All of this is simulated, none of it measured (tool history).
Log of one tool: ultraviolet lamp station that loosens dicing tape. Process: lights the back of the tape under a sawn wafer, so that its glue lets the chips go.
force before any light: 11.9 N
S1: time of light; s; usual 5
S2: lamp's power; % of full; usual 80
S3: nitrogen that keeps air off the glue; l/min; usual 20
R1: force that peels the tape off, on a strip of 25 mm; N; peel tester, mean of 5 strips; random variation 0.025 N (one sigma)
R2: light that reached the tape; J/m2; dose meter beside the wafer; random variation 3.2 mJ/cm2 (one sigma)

{"run": 1, "day": 0.0, "S1": 5, "S2": 80, "S3": 20, "R1": 1.984, "R2": 3800}
{"run": 2, "day": 1.475, "S1": 5, "S2": 80, "S3": 20, "R1": 2.097, "R2": 3770}
{"run": 3, "day": 3.333, "S1": 5, "S2": 80, "S3": 20, "R1": 2.098, "R2": 3720}
{"run": 4, "day": 5.592, "S1": 5, "S2": 80, "S3": 20, "R1": 2.172, "R2": 3610}
{"run": 5, "day": 8.312, "S1": 5, "S2": 80, "S3": 20, "R1": 2.377, "R2": 3370}
{"run": 6, "day": 9.942, "S1": 5, "S2": 80, "S3": 20, "R1": 2.541, "R2": 3300}
{"run": 7, "day": 12.617, "S1": 5, "S2": 65, "S3": 20, "R1": 2.435, "R2": 3430}
{"run": 8, "day": 15.217, "S1": 5, "S2": 65, "S3": 20, "R1": 2.406, "R2": 3350}
{"run": 9, "day": 17.875, "S1": 5, "S2": 93, "S3": 20, "R1": 1.302, "R2": 4620}
{"run": 10, "day": 19.208, "S1": 5, "S2": 83, "S3": 20, "R1": 1.727, "R2": 4120}
{"run": 11, "day": 20.912, "S1": 5, "S2": 80, "S3": 28, "R1": 1.613, "R2": 3890}
{"run": 12, "day": 22.358, "S1": 2, "S2": 80, "S3": 20, "R1": 5.786, "R2": 1510}
{"run": 13, "day": 23.717, "S1": 2, "S2": 80, "S3": 20, "R1": 5.654, "R2": 1510}
{"run": 14, "day": 25.004, "S1": 5, "S2": 80, "S3": 20, "R1": 1.946, "R2": 3780}
{"run": 15, "day": 26.833, "S1": 5, "S2": 80, "S3": 20, "R1": 2.068, "R2": 3680}
{"run": 16, "day": 29.217, "S1": 5, "S2": 80, "S3": 20, "R1": 2.173, "R2": 3640}
{"run": 17, "day": 31.317, "S1": 6, "S2": 80, "S3": 20, "R1": 1.673, "R2": 4260}
{"run": 18, "day": 33.504, "S1": 6, "S2": 80, "S3": 8, "R1": 2.832, "R2": 4130}
{"run": 19, "day": 35.504, "S1": 2, "S2": 79, "S3": 10, "R1": 7.235, "R2": 1340}
{"run": 20, "day": 37.15, "S1": 2, "S2": 79, "S3": 10, "R1": 7.337, "R2": 1330}
{"run": 21, "day": 39.338, "S1": 2, "S2": 71, "S3": 10, "R1": 7.583, "R2": 1150}
{"run": 22, "day": 41.229, "S1": 8, "S2": 71, "S3": 9, "R1": 2.372, "R2": 4570}
{"run": 23, "day": 42.958, "S1": 8, "S2": 71, "S3": 9, "R1": 1.792, "R2": 5320}
{"run": 24, "day": 44.696, "S1": 2, "S2": 95, "S3": 6, "R1": 6.926, "R2": 1760}
{"run": 25, "day": 47.083, "S1": 2, "S2": 95, "S3": 6, "R1": 6.968, "R2": 1760}
{"run": 26, "day": 49.158, "S1": 2, "S2": 95, "S3": 6, "R1": 6.816, "R2": 1670}
{"run": 27, "day": 51.621, "S1": 2, "S2": 95, "S3": 16, "R1": 5.755, "R2": 1630}
{"run": 28, "day": 53.858, "S1": 3, "S2": 80, "S3": 20, "R1": 4.498, "R2": 2050}
{"run": 29, "day": 55.079, "S1": 5, "S2": 88, "S3": 20, "R1": 2.023, "R2": 3720}
{"run": 30, "day": 56.2, "S1": 2, "S2": 81, "S3": 20, "R1": 6.419, "R2": 1340}
{"run": 31, "day": 57.738, "S1": 6, "S2": 79, "S3": 20, "R1": 1.984, "R2": 3880}
{"run": 32, "day": 59.688, "S1": 9, "S2": 75, "S3": 8, "R1": 1.917, "R2": 5420}
{"run": 33, "day": 61.825, "S1": 3, "S2": 80, "S3": 20, "R1": 4.681, "R2": 1900}
{"run": 34, "day": 62.967, "S1": 9, "S2": 80, "S3": 18, "R1": 0.983, "R2": 5600}
{"run": 35, "day": 65.412, "S1": 9, "S2": 80, "S3": 18, "R1": 1.068, "R2": 5430}
{"run": 36, "day": 67.267, "S1": 9, "S2": 80, "S3": 18, "R1": 0.45, "R2": 7480}

Taken out of this log: 4 entries between the listed runs. Where each belongs, and how the hidden state differs across it:
Between runs 4 and 5: window cleaned of glue's vapour (day 7.133)
  lamp's light, % of a new lamp's: 89 -> 88.1; light that the window lets through, % of a clean one's: 82.2 -> 76.9
  measured less the result without the state, R1: +0.975 -> +1.22 N; R2: -1320 -> -1600 J/m2
Between runs 6 and 7: window cleaned of glue's vapour, once more (day 11.488)
  lamp's light, % of a new lamp's: 87.6 -> 86.8; light that the window lets through, % of a clean one's: 76 -> 99
  measured less the result without the state, R1: +1.342 -> +0.553 N; R2: -1640 -> -560 J/m2
Between runs 22 and 23: window cleaned of glue's vapour (day 41.396)
  lamp's light, % of a new lamp's: 78.1 -> 77.6; light that the window lets through, % of a clean one's: 83.3 -> 99.1
  measured less the result without the state, R1: +1.335 -> +0.757 N; R2: -2440 -> -1610 J/m2
Between runs 35 and 36: lamp changed (day 66.154)
  lamp's light, % of a new lamp's: 71.1 -> 99.3; light that the window lets through, % of a clean one's: 86.7 -> 85.7
  measured less the result without the state, R1: +0.775 -> +0.166 N; R2: -3410 -> -1310 J/m2
